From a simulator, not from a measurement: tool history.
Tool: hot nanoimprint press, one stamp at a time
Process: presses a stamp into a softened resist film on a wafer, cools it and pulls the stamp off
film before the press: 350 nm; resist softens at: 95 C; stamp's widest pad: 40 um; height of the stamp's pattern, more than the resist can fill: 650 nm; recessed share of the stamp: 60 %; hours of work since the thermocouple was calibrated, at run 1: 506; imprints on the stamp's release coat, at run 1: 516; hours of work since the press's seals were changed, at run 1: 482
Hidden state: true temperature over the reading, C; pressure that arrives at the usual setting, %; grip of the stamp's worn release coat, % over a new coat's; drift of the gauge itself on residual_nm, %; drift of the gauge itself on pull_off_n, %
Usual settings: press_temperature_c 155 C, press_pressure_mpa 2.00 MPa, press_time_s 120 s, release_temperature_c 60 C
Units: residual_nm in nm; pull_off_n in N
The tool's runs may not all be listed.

run     day  press_temperature_c  press_pressure_mpa  press_time_s  release_temperature_c  hours of work since the thermocouple was calibrated  imprints on the stamp's release coat  hours of work since the press's seals were changed  residual_nm  pull_off_n
  1   0.000                  155                2.00           120                     60                                                  506                                   516                                                 482        177.0         212
  2   0.571                  155                2.00           120                     60                                                  514                                   547                                                 490        178.0         208
      1.983  -- stamp cleaned and given a new release coat
  3   2.050                  155                2.00           120                     60                                                  530                                     4                                                 506        176.5         210
  4   3.150                  155                2.00           120                     60                                                  545                                    64                                                 521        176.3         210
  5   3.812                  155                2.00           120                     60                                                  553                                   101                                                 529        177.8         213
  6   4.854                  155                2.00           120                     64                                                  567                                   158                                                 543        176.5         205
  7   5.417                  155                2.00           120                     64                                                  575                                   189                                                 551        175.9         206
      6.333  -- plate thermocouple calibrated
  8   6.429                  155                2.00           120                     64                                                    1                                   237                                                 562        174.6         205
  9   7.225                  155                2.00           120                     64                                                   12                                   281                                                 573        175.4         204
 10   8.012                  148                2.00           120                     60                                                   22                                   324                                                 583        223.5         209
 11   9.038                  148                2.00           120                     60                                                   36                                   381                                                 597        224.2         209
 12  10.304                  148                2.00           120                     60                                                   53                                   450                                                 614        223.9         211
 13  11.300                  155                2.00           124                     60                                                   66                                   505                                                 627        175.7         211
 14  12.146                  155                2.00           120                     64                                                   77                                   551                                                 638        175.7         204
     13.521  -- stamp cleaned and given a new release coat
 15  13.725                  155                1.96           120                     60                                                   95                                    11                                                 656        177.5         211
 16  14.317                  165                2.00           120                     60                                                  103                                    44                                                 664        122.7         211
 17  15.133                  165                2.00           120                     60                                                  114                                    89                                                 675        123.6         211
 18  16.021                  155                1.21           120                     58                                                  125                                   137                                                 687        215.7         214
 19  16.596                  160                2.00           117                     60                                                  133                                   169                                                 694        148.0         210
 20  17.708                  160                2.00           117                     54                                                  148                                   230                                                 709        146.9         221
 21  18.704                  155                1.36           117                     60                                                  161                                   285                                                 722        204.5         212
 22  20.008                  155                1.90            96                     58                                                  178                                   356                                                 739        193.0         213
 23  20.850                  155                2.88           151                     54                                                  190                                   402                                                 751        137.1         220
 24  21.525                  155                1.97            77                     60                                                  199                                   439                                                 760        205.6         210
 25  22.658                  155                2.00           104                     54                                                  214                                   502                                                 775        184.1         222
 26  23.221                  152                2.51           200                     56                                                  221                                   533                                                 782        148.5         219
 27  23.854                  155                1.52           140                     60                                                  229                                   567                                                 791        186.3         209
 28  24.525                  155                1.52           140                     60                                                  238                                   604                                                 799        187.4         210
     24.892  -- stamp cleaned and given a new release coat
 29  25.479                  155                2.03           120                     59                                                  248                                    32                                                 809        174.8         215
 30  26.579                  155                2.03           120                     59                                                  262                                    92                                                 823        175.9         214
 31  27.146                  156                1.72           120                     60                                                  270                                   123                                                 831        181.0         210

3 ways to go on from here, each from the tool as it stands after run 31. What would each give?
  A  28.129                  155                2.00            83                     51                                                  283                                   177                                                 844            ?           ?
  B  28.129                  156                1.72           120                     60                                                  283                                   177                                                 844            ?           ?
  C  28.129                  146                2.00           212                     61                                                  283                                   177                                                 844            ?           ?

run  residual_nm  pull_off_n
  A        199.2         227
  B        183.1         210
  C        202.6         209
Without the tool's hidden state the same runs would have given:
run  residual_nm  pull_off_n
  A        198.9         226
  B        182.8         210
  C        202.3         209
